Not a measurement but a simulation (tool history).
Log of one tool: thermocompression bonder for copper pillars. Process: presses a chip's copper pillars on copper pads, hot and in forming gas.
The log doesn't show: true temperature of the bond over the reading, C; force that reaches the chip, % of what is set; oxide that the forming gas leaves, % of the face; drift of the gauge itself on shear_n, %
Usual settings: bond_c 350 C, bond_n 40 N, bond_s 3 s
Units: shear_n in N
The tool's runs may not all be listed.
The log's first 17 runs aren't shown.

run,hour,bond_c,bond_n,bond_s,hours of work since the heater was calibrated,hours of work since the force cell was calibrated,hours of work since the gas filter was changed,shear_n
18,207.5,336,40,3,679,117,150,70.8
19,224.6,336,40,3,687,125,158,70.7
20,236.4,336,40,3,693,131,164,71.1
21,248,377,33,2,698,137,170,71.1
22,263.9,342,33,3,706,145,178,66.4
23,275.2,342,33,3,712,150,183,66.6
24,289.3,342,33,3,719,157,190,66.5
25,301.5,349,35,3,725,163,196,73
26,316.6,349,33,4,732,170,204,77.3
27,329.1,350,44,3,738,176,210,81.7
28,346.7,350,44,3,747,185,218,81.4
29,363,375,44,3,755,193,226,93
30,373.9,350,30,6,760,198,232,82.1
31,387.7,350,30,2,767,205,238,57.1
32,396.1,350,31,3,771,209,242,67.1
33,412.5,330,27,3,779,217,250,53.7
34,423.7,330,27,3,784,223,256,52.6
35,438.5,361,37,3,792,230,263,79.6
36,455.2,361,37,3,800,238,271,80.6
37,466.4,361,37,3,805,244,277,79.4
38,484.4,335,55,2,814,252,286,73.6
39,499.6,335,55,2,822,260,293,73.4
40,506.9,350,40,2,825,263,297,67.2

Forecast each of these 4 alternatives for the next run:
A,515.1,350,54,2,829,268,301,?
B,515.1,350,40,2,829,268,301,?
C,515.1,350,28,2,829,268,301,?
D,515.1,350,37,2,829,268,301,?

run,shear_n
A,80.8
B,68.2
C,54.8
D,65
Without the tool's hidden state the same runs would have given:
run,shear_n
A,81.3
B,68.7
C,55.2
D,65.4
